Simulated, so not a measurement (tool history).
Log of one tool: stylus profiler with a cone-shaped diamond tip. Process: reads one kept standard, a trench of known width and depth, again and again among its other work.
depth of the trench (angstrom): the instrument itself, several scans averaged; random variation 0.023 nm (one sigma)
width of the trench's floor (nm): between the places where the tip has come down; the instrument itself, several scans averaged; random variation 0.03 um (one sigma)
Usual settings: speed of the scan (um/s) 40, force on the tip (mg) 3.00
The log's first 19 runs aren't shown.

| run | hour | speed of the scan (um/s) | force on the tip (mg) | scans with this tip | hours of work since the height scale was calibrated | depth of the trench (angstrom) | width of the trench's floor (nm) |
|---|---|---|---|---|---|---|---|
| 20 | 218.8 | 40 | 3.00 | 2148 | 153 | 1016.1 | 17740 |
| 21 | 228.9 | 83 | 3.00 | 2237 | 159 | 1016.5 | 17560 |
| 22 | 243.7 | 83 | 3.00 | 2366 | 168 | 1016.7 | 17570 |
| 23 | 259.0 | 83 | 3.00 | 2500 | 178 | 1016.1 | 17550 |
| 24 | 267.8 | 19 | 2.37 | 2577 | 184 | 1013.7 | 17770 |
| 25 | 279.5 | 148 | 1.45 | 2679 | 191 | 1009.8 | 17050 |
| 26 | 294.2 | 40 | 2.14 | 2807 | 200 | 1012.9 | 17740 |
| 27 | 308.4 | 22 | 1.52 | 2932 | 209 | 1009.9 | 17770 |
| 28 | 324.7 | 12 | 1.44 | 3074 | 219 | 1009.6 | 17780 |
| 29 | 334.3 | 40 | 1.72 | 3158 | 225 | 1010.6 | 17620 |
| 30 | 341.6 | 40 | 1.72 | 3222 | 229 | 1010.9 | 17640 |
| 31 | 351.0 | 40 | 1.72 | 3304 | 235 | 1010.9 | 17650 |
| 32 | 358.9 | 40 | 1.72 | 3373 | 240 | 1011.3 | 17640 |
| 33 | 366.0 | 40 | 1.72 | 3435 | 245 | 1010.9 | 17650 |
| 34 | 380.3 | 26 | 1.78 | 3560 | 254 | 1011.3 | 17620 |
| 35 | 392.7 | 55 | 8.28 | 3669 | 261 | 1032.7 | 17670 |
| 36 | 409.3 | 70 | 1.27 | 3814 | 272 | 1008.8 | 17450 |
| 37 | 424.4 | 11 | 5.01 | 3946 | 281 | 1023.2 | 17720 |
| 38 | 439.0 | 11 | 5.01 | 4073 | 290 | 1022.7 | 17760 |
| 39 | 453.5 | 82 | 1.93 | 4200 | 299 | 1011.1 | 17410 |
| 40 | 465.4 | 82 | 1.93 | 4304 | 307 | 1011.8 | 17390 |

5 ways to go on from here, each from the tool as it stands after run 40. What would each give?
| A | 475.2 | 149 | 2.66 | 4390 | 313 | ? | ? |
| B | 475.2 | 104 | 8.77 | 4390 | 313 | ? | ? |
| C | 475.2 | 40 | 1.10 | 4390 | 313 | ? | ? |
| D | 475.2 | 11 | 1.18 | 4390 | 313 | ? | ? |
| E | 475.2 | 124 | 8.78 | 4390 | 313 | ? | ? |

| run | depth of the trench (angstrom) | width of the trench's floor (nm) |
|---|---|---|
| A | 1014.6 | 17180 |
| B | 1033.6 | 17530 |
| C | 1007.6 | 17570 |
| D | 1007.9 | 17790 |
| E | 1033.9 | 17500 |
Without the tool's hidden state the same runs would have given:
| run | depth of the trench (angstrom) | width of the trench's floor (nm) |
|---|---|---|
| A | 1015.9 | 17440 |
| B | 1035.0 | 17790 |
| C | 1009.0 | 17830 |
| D | 1009.2 | 18050 |
| E | 1035.2 | 17760 |
